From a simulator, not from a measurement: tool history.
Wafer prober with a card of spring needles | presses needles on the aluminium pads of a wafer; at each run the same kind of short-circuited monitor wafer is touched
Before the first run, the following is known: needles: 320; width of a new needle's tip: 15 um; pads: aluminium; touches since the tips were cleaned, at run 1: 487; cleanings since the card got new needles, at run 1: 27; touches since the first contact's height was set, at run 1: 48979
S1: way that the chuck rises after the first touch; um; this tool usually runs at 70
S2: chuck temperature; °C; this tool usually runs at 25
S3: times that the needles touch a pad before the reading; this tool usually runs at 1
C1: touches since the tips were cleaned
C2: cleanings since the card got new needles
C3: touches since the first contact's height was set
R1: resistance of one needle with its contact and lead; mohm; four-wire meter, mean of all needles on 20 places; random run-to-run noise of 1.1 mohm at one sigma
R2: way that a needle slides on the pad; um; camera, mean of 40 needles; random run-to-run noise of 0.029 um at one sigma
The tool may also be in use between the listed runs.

Run 1, day 0: usual settings; C1 487; C2 27; C3 48979. Result: R1 224 mohm, R2 15.01 um.
At day 0.1: tips cleaned on abrasive film.
Run 2, day 0.221: usual settings; C1 1482; C2 28; C3 51642. Result: R1 227 mohm, R2 15.03 um.
At day 0.25: tips cleaned on abrasive film.
At day 0.392: tips cleaned on abrasive film.
At day 0.529: tips cleaned on abrasive film.
Run 3, day 0.575: usual settings; C1 526; C2 31; C3 55769. Result: R1 225 mohm, R2 14.94 um.
At day 0.679: tips cleaned on abrasive film.
Run 4, day 0.796: usual settings; C1 1447; C2 32; C3 58424. Result: R1 226 mohm, R2 14.97 um.
At day 0.833: tips cleaned on abrasive film.
At day 0.983: tips cleaned on abrasive film.
At day 1.121: tips cleaned on abrasive film.
Run 5, day 1.192: usual settings but S1 86 um; C1 886; C2 35; C3 63098. Result: R1 223 mohm, R2 18.45 um.
At day 1.271: tips cleaned on abrasive film.
At day 1.342: height of the first contact set anew.
Run 6, day 1.404: usual settings but S1 86 um; C1 1439; C2 36; C3 742. Result: R1 224 mohm, R2 18.94 um.
At day 1.438: tips cleaned on abrasive film.
At day 1.583: tips cleaned on abrasive film.
Run 7, day 1.592: usual settings; C1 61; C2 38; C3 2913. Result: R1 219 mohm, R2 15.39 um.
At day 1.717: tips cleaned on abrasive film.
Run 8, day 1.779: usual settings but S1 69 um; C1 764; C2 39; C3 5171. Result: R1 227 mohm, R2 15.14 um.
At day 1.862: tips cleaned on abrasive film.
At day 2.008: tips cleaned on abrasive film.
Run 9, day 2.129: usual settings; C1 1504; C2 41; C3 9346. Result: R1 230 mohm, R2 15.36 um.
At day 2.162: tips cleaned on abrasive film.
At day 2.317: tips cleaned on abrasive film.
At day 2.462: tips cleaned on abrasive film.
Run 10, day 2.496: usual settings but S1 53 um, S2 91 °C; C1 406; C2 44; C3 13641. Result: R1 242 mohm, R2 11.62 um.
At day 2.617: tips cleaned on abrasive film.
Run 11, day 2.662: usual settings but S1 80 um, S2 82 °C; C1 560; C2 45; C3 15633. Result: R1 234 mohm, R2 17.47 um.
At day 2.771: tips cleaned on abrasive film.
At day 2.912: tips cleaned on abrasive film.
Run 12, day 3.033: usual settings but S1 80 um, S2 82 °C; C1 1440; C2 47; C3 20013. Result: R1 239 mohm, R2 17.51 um.
At day 3.067: tips cleaned on abrasive film.
At day 3.217: tips cleaned on abrasive film.
At day 3.379: tips cleaned on abrasive film.
Run 13, day 3.417: usual settings but S1 80 um, S2 82 °C; C1 447; C2 50; C3 24551. Result: R1 236 mohm, R2 17.35 um.
At day 3.521: tips cleaned on abrasive film.
At day 3.662: tips cleaned on abrasive film.
Run 14, day 3.717: usual settings but S1 75 um, S2 100 °C, S3 2; C1 633; C2 52; C3 28103. Result: R1 241 mohm, R2 16.34 um.
At day 3.808: tips cleaned on abrasive film.
At day 3.942: tips cleaned on abrasive film.
Run 15, day 4.058: usual settings but S1 88 um, S2 93 °C; C1 1443; C2 54; C3 32181. Result: R1 239 mohm, R2 19.15 um.
At day 4.088: tips cleaned on abrasive film.
At day 4.246: tips cleaned on abrasive film.
Run 16, day 4.317: usual settings but S1 58 um; C1 856; C2 56; C3 35213. Result: R1 229 mohm, R2 12.57 um.
At day 4.4: tips cleaned on abrasive film.
At day 4.546: tips cleaned on abrasive film.
Run 17, day 4.658: usual settings but S1 55 um, S2 47 °C, S3 2; C1 1361; C2 58; C3 39261. Result: R1 235 mohm, R2 11.84 um.

Predict each of these 4 candidate next runs independently; none follows another, all start after run 17:
At day 4.692: tips cleaned on abrasive film.
At day 4.829: tips cleaned on abrasive film.
At day 4.979: tips cleaned on abrasive film.
Run A, day 5.004: usual settings but S1 73 um, S2 47 °C, S3 2; C1 328; C2 61; C3 43332. Result: R1 ?, R2 ?.
At day 4.692: tips cleaned on abrasive film.
At day 4.829: tips cleaned on abrasive film.
At day 4.979: tips cleaned on abrasive film.
Run B, day 5.004: usual settings but S1 55 um, S2 48 °C, S3 2; C1 328; C2 61; C3 43332. Result: R1 ?, R2 ?.
At day 4.692: tips cleaned on abrasive film.
At day 4.829: tips cleaned on abrasive film.
At day 4.979: tips cleaned on abrasive film.
Run C, day 5.004: usual settings but S1 74 um, S2 39 °C, S3 2; C1 328; C2 61; C3 43332. Result: R1 ?, R2 ?.
At day 4.692: tips cleaned on abrasive film.
At day 4.829: tips cleaned on abrasive film.
At day 4.979: tips cleaned on abrasive film.
Run D, day 5.004: usual settings but S1 83 um, S2 54 °C, S3 3; C1 328; C2 61; C3 43332. Result: R1 ?, R2 ?.

run   R1     R2
  A  226  15.71
  B  231  11.74
  C  225  15.91
  D  226   17.9
Take away the tool's hidden state, keep each run's random variation, and the runs would have read:
run   R1     R2
  A  224  16.04
  B  227  12.08
  C  223  16.24
  D  224  18.24

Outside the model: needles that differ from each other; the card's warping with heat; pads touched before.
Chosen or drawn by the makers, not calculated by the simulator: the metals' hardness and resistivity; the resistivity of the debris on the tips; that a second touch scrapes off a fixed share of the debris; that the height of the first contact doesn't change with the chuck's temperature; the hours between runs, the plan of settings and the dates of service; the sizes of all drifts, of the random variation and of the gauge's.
